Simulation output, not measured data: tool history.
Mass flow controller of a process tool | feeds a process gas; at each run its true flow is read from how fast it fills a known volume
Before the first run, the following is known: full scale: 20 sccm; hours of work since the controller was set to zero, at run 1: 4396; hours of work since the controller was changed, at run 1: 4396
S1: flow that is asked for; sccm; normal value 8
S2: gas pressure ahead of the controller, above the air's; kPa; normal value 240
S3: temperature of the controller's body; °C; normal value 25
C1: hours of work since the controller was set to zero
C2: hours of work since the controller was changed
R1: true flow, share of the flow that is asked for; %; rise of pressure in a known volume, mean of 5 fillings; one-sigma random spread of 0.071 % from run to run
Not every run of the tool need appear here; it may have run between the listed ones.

| run | hour | S1 | S2 | S3 | C1 | C2 | R1 |
|---|---|---|---|---|---|---|---|
| 1 | 0.0 | 8 | 240 | 25 | 4396 | 4396 | 99.55 |
| 2 | 112.9 | 8 | 240 | 25 | 4468 | 4468 | 99.52 |
| 3 | 181.5 | 8 | 240 | 25 | 4513 | 4513 | 99.67 |
| 4 | 272.9 | 8 | 240 | 25 | 4571 | 4571 | 99.50 |
| 5 | 390.5 | 8 | 240 | 25 | 4647 | 4647 | 99.62 |
| 6 | 476.9 | 8 | 240 | 25 | 4703 | 4703 | 99.62 |
| 7 | 593.0 | 8 | 240 | 25 | 4777 | 4777 | 99.65 |
| 8 | 664.7 | 8 | 240 | 25 | 4824 | 4824 | 99.54 |
| 9 | 777.9 | 8 | 240 | 25 | 4896 | 4896 | 99.53 |
| 10 | 926.3 | 8 | 240 | 25 | 4992 | 4992 | 99.48 |
| 11 | 1051.4 | 8 | 240 | 25 | 5073 | 5073 | 99.64 |
| 12 | 1168.7 | 8 | 240 | 29 | 5148 | 5148 | 99.90 |
| 13 | 1294.0 | 8 | 240 | 29 | 5229 | 5229 | 99.96 |
| 14 | 1419.3 | 8 | 240 | 25 | 5309 | 5309 | 99.60 |
| 15 | 1563.8 | 19 | 240 | 25 | 5402 | 5402 | 100.09 |
| 16 | 1646.9 | 19 | 151 | 25 | 5456 | 5456 | 99.77 |
| 17 | 1758.6 | 8 | 151 | 25 | 5528 | 5528 | 99.17 |
| 18 | 1889.0 | 8 | 151 | 25 | 5612 | 5612 | 99.02 |
| 19 | 1958.2 | 8 | 240 | 23 | 5656 | 5656 | 99.26 |
| 20 | 2043.5 | 8 | 240 | 25 | 5711 | 5711 | 99.63 |
| 21 | 2105.3 | 8 | 240 | 25 | 5751 | 5751 | 99.54 |
| 22 | 2171.4 | 8 | 240 | 25 | 5794 | 5794 | 99.56 |
|  | 2199.0 | controller exchanged for a calibrated one |
| 23 | 2292.2 | 8 | 240 | 25 | 60 | 60 | 99.60 |
| 24 | 2400.7 | 8 | 240 | 37 | 130 | 130 | 100.81 |
| 25 | 2485.5 | 8 | 240 | 37 | 184 | 184 | 100.84 |
| 26 | 2604.3 | 8 | 240 | 37 | 261 | 261 | 100.82 |
| 27 | 2738.5 | 4 | 144 | 37 | 347 | 347 | 100.06 |
| 28 | 2879.9 | 3 | 144 | 37 | 438 | 438 | 100.10 |
| 29 | 3025.6 | 3 | 144 | 37 | 532 | 532 | 99.92 |
| 30 | 3148.2 | 3 | 144 | 37 | 611 | 611 | 100.07 |
| 31 | 3212.1 | 3 | 144 | 37 | 652 | 652 | 100.09 |
| 32 | 3334.4 | 6 | 149 | 23 | 731 | 731 | 98.72 |
| 33 | 3441.3 | 6 | 149 | 24 | 800 | 800 | 98.92 |
| 34 | 3513.2 | 2 | 166 | 29 | 846 | 846 | 99.26 |
| 35 | 3600.0 | 8 | 240 | 27 | 902 | 902 | 99.80 |
| 36 | 3687.7 | 8 | 240 | 23 | 958 | 958 | 99.50 |
| 37 | 3797.7 | 2 | 247 | 21 | 1029 | 1029 | 98.96 |
| 38 | 3906.2 | 3 | 194 | 20 | 1099 | 1099 | 98.68 |
| 39 | 3972.4 | 12 | 210 | 29 | 1142 | 1142 | 100.02 |
| 40 | 4035.4 | 12 | 210 | 29 | 1182 | 1182 | 100.03 |
| 41 | 4164.1 | 12 | 210 | 29 | 1265 | 1265 | 99.96 |
| 42 | 4260.9 | 12 | 210 | 29 | 1327 | 1327 | 100.02 |
| 43 | 4353.7 | 12 | 240 | 25 | 1387 | 1387 | 99.79 |
| 44 | 4448.4 | 12 | 240 | 25 | 1448 | 1448 | 99.84 |
| 45 | 4557.9 | 9 | 183 | 25 | 1518 | 1518 | 99.28 |
| 46 | 4668.3 | 14 | 154 | 21 | 1590 | 1590 | 99.03 |
| 47 | 4762.1 | 3 | 235 | 24 | 1650 | 1650 | 99.16 |
| 48 | 4855.8 | 3 | 235 | 24 | 1710 | 1710 | 99.13 |

What if the next run were any one of these 5? Each begins from the tool's condition after run 48:
| A | 4987.8 | 3 | 146 | 24 | 1795 | 1795 | ? |
| B | 4987.8 | 13 | 223 | 24 | 1795 | 1795 | ? |
| C | 4987.8 | 3 | 212 | 24 | 1795 | 1795 | ? |
| D | 4987.8 | 8 | 168 | 25 | 1795 | 1795 | ? |
| E | 4987.8 | 7 | 235 | 24 | 1795 | 1795 | ? |

| run | R1 |
|---|---|
| A | 98.69 |
| B | 99.65 |
| C | 98.99 |
| D | 99.14 |
| E | 99.48 |
Without the tool's hidden state the same runs would have given:
| run | R1 |
|---|---|
| A | 98.70 |
| B | 99.66 |
| C | 99.00 |
| D | 99.14 |
| E | 99.49 |
